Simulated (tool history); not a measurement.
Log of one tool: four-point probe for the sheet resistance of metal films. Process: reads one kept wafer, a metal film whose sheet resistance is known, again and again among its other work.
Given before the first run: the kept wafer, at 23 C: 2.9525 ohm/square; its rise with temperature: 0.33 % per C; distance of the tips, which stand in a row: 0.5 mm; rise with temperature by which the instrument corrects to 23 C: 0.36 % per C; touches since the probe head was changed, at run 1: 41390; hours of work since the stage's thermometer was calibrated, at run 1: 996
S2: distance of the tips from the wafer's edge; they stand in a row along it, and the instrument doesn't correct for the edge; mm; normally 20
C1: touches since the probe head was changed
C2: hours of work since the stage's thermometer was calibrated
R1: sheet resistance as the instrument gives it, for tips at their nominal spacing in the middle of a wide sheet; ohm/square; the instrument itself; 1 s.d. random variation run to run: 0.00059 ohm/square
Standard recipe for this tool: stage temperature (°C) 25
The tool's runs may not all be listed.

{"run": 1, "hour": 0.0, "stage temperature (°C)": 25, "S2": 20, "C1": 41390, "C2": 996, "R1": 2.964632}
{"run": 2, "hour": 39.1, "stage temperature (°C)": 25, "S2": 3, "C1": 42377, "C2": 1015, "R1": 3.007574}
{"run": 3, "hour": 98.7, "stage temperature (°C)": 25, "S2": 4, "C1": 43882, "C2": 1044, "R1": 2.988791}
{"run": 4, "hour": 137.9, "stage temperature (°C)": 25, "S2": 4, "C1": 44873, "C2": 1063, "R1": 2.988734}
{"run": 5, "hour": 194.2, "stage temperature (°C)": 25, "S2": 4, "C1": 46297, "C2": 1091, "R1": 2.989833}
{"run": 6, "hour": 243.9, "stage temperature (°C)": 25, "S2": 4, "C1": 47551, "C2": 1115, "R1": 2.989412}
{"hour": 250.1, "done": "stage's thermometer calibrated"}
{"run": 7, "hour": 288.4, "stage temperature (°C)": 25, "S2": 45, "C1": 48662, "C2": 19, "R1": 2.964674}
{"run": 8, "hour": 337.8, "stage temperature (°C)": 25, "S2": 20, "C1": 49910, "C2": 43, "R1": 2.965877}

Predict the results of run 9:
{"run": 9, "hour": 373.2, "stage temperature (°C)": 26, "S2": 7, "C1": 50803, "C2": 60, "R1": "?"}

Run 9 came out at R1 2.974088 ohm/square.
With no hidden state in the tool, this same run would have given R1 2.959231 ohm/square.

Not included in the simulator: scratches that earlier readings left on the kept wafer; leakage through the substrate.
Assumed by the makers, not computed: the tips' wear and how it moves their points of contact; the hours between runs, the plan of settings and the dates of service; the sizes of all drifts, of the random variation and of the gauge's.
